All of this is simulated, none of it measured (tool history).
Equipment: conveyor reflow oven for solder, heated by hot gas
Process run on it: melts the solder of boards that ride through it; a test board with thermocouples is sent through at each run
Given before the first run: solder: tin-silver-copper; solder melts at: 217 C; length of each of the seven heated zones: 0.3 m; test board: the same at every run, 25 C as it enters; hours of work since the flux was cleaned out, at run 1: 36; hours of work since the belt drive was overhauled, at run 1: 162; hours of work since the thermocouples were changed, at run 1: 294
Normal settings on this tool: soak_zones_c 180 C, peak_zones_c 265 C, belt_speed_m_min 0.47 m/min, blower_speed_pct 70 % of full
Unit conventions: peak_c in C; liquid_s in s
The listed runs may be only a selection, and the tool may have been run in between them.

run,day,soak_zones_c,peak_zones_c,belt_speed_m_min,blower_speed_pct,hours of work since the flux was cleaned out,hours of work since the belt drive was overhauled,hours of work since the thermocouples were changed,peak_c,liquid_s
1,0,180,265,0.47,70,36,162,294,245,52.2
2,0.446,180,265,0.47,70,41,167,299,245.1,52.7
3,0.925,180,265,0.47,70,46,173,304,245.5,52.1
4,1.325,180,265,0.47,70,51,177,309,245.5,52.4
5,1.842,180,265,0.47,84,56,183,314,248.2,55.3
6,2.375,180,265,0.47,84,62,189,320,248.1,55
7,2.896,187,257,0.466,76,68,195,326,241.6,53.8

Run 8 has not been measured yet. What should we expect?
8,3.558,188,253,0.396,58,76,202,333,?,?

peak_c: 239.9 C
liquid_s: 61.9 s
Were there no unlogged condition in the tool, this run, its random variation unchanged, would have produced peak_c 239.4 C, liquid_s 61.3 s.
